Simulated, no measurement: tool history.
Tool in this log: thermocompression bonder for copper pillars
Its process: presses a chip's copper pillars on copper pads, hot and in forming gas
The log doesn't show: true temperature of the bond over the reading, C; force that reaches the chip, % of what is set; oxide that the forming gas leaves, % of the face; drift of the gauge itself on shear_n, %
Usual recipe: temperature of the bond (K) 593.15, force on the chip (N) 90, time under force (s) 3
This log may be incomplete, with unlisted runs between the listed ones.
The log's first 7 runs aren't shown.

run,hour,temperature of the bond (K),force on the chip (N),time under force (s),hours of work since the heater was calibrated,hours of work since the force cell was calibrated,hours of work since the gas filter was changed,force that shears a chip off (N)
8,232.2,612.15,90,3,412,277,176,103.4
9,267.5,593.15,90,3,433,299,197,87.3
10,312.0,593.15,90,3,461,326,225,86.9
11,344.3,593.15,90,3,481,346,245,85.8
12,392.3,593.15,90,3,510,376,274,85.2
13,422.2,593.15,90,3,529,394,292,85.5
# hour 454.8: forming gas filter changed
14,458.2,593.15,90,3,550,416,2,91.7
15,504.8,571.15,90,3,579,444,31,70.8
16,543.2,565.15,90,3,603,468,54,65.8
17,579.1,565.15,90,3,625,490,76,65.2
18,626.1,593.15,135,3,653,519,105,115.3
19,650.1,593.15,135,3,668,534,120,112.6
20,679.7,593.15,135,3,686,552,138,113.0
# hour 684.6: force cell calibrated
21,722.0,586.15,135,3,711,23,163,106.9
22,757.2,569.15,66,4,733,45,185,58.8
23,784.1,619.15,111,6,750,61,201,137.2
24,836.9,593.15,88,3,782,94,234,84.9
# hour 845.7: force cell calibrated, once more
25,888.2,569.15,72,3,813,26,264,56.5
26,912.7,593.15,113,6,828,41,280,118.1
27,959.6,594.15,97,4,857,70,308,98.3
# hour 969.1: forming gas filter changed
28,1005.0,592.15,80,6,884,98,22,106.6
29,1047.6,591.15,78,3,910,124,48,82.4
30,1080.7,612.15,83,5,931,144,69,118.8
31,1108.8,612.15,83,5,948,161,86,119.3
32,1157.6,612.15,83,5,978,191,116,118.4

Run 33, settings as shown, results not yet in. Your forecast:
33,1197.6,570.15,100,3,1003,216,140,?

force that shears a chip off (N): 77.5
If the tool had no hidden condition, the same run with the same run-to-run variation would have returned force that shears a chip off (N) 73.6.
